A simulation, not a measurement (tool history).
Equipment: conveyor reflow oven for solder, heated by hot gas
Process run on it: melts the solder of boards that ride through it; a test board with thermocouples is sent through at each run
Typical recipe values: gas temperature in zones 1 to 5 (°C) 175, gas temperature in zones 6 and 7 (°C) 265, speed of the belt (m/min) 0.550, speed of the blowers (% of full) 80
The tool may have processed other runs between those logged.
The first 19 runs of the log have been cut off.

run,hour,gas temperature in zones 1 to 5 (°C),gas temperature in zones 6 and 7 (°C),speed of the belt (m/min),speed of the blowers (% of full),highest temperature of the board (°C),time above the solder's melting point (s)
20,252.8,189,265,0.550,77,256.1,57.4
21,264.2,189,265,0.550,77,256.1,57.3
22,273.6,189,279,0.550,67,267.7,61.4
23,285.2,189,279,0.550,67,267.4,61.8
24,295.4,173,260,0.617,79,246.9,40.4
25,304.7,175,266,0.650,50,243.5,34.9
26,321.8,175,268,0.569,80,256.6,50.9
# hour 341.9: belt drive overhauled, speed set with a stopwatch, once more
27,344.2,178,273,0.550,85,262.9,56.3
28,359.5,175,265,0.497,62,254.4,57.0

Run 29 comes next. What will it give?
29,372.0,161,265,0.619,80,?,?

{"run 29": {"highest temperature of the board (°C)": 248.9, "time above the solder's melting point (s)": 38.2}}
The same run, on a tool lacking any hidden state, would have yielded highest temperature of the board (°C) 248.7, time above the solder's melting point (s) 38.4.
